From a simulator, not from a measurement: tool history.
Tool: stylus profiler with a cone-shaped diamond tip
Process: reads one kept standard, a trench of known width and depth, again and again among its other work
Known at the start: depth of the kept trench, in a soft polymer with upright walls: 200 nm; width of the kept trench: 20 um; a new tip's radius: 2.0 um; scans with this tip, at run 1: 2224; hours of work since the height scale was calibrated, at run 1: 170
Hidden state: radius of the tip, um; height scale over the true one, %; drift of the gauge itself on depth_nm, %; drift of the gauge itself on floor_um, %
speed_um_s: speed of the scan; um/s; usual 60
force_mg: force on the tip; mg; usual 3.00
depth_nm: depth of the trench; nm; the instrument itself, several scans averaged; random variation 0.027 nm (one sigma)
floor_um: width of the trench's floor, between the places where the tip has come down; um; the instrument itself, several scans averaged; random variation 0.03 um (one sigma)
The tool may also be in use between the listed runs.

run	hour	speed_um_s	force_mg	scans with this tip	hours of work since the height scale was calibrated	depth_nm	floor_um
1	0.0	60	3.00	2224	170	201.35	17.98
2	13.7	60	3.00	2305	176	201.39	18.03
3	31.9	16	3.00	2413	184	201.33	18.21
4	48.3	16	3.00	2509	191	201.43	18.19
5	66.6	16	3.00	2616	200	201.37	18.19
6	82.0	16	3.00	2707	207	201.40	18.16
7	103.5	16	3.00	2834	216	201.39	18.17
8	124.4	23	6.97	2957	226	202.40	18.16
9	136.0	21	1.18	3025	231	200.73	18.09
10	154.0	18	1.18	3131	239	200.74	18.16
11	168.1	54	3.00	3214	245	201.40	18.04
12	185.0	109	6.11	3313	253	202.22	17.96

4 ways to go on from here, each from the tool as it stands after run 12. What would each give?
A	206.6	19	2.39	3441	263	?	?
B	206.6	59	1.47	3441	263	?	?
C	206.6	28	4.71	3441	263	?	?
D	206.6	60	2.31	3441	263	?	?

run	depth_nm	floor_um
A	201.16	18.11
B	200.84	17.91
C	201.87	18.13
D	201.17	17.92
Without the tool's hidden state the same runs would have given:
run	depth_nm	floor_um
A	201.16	18.12
B	200.84	17.91
C	201.87	18.14
D	201.18	17.92
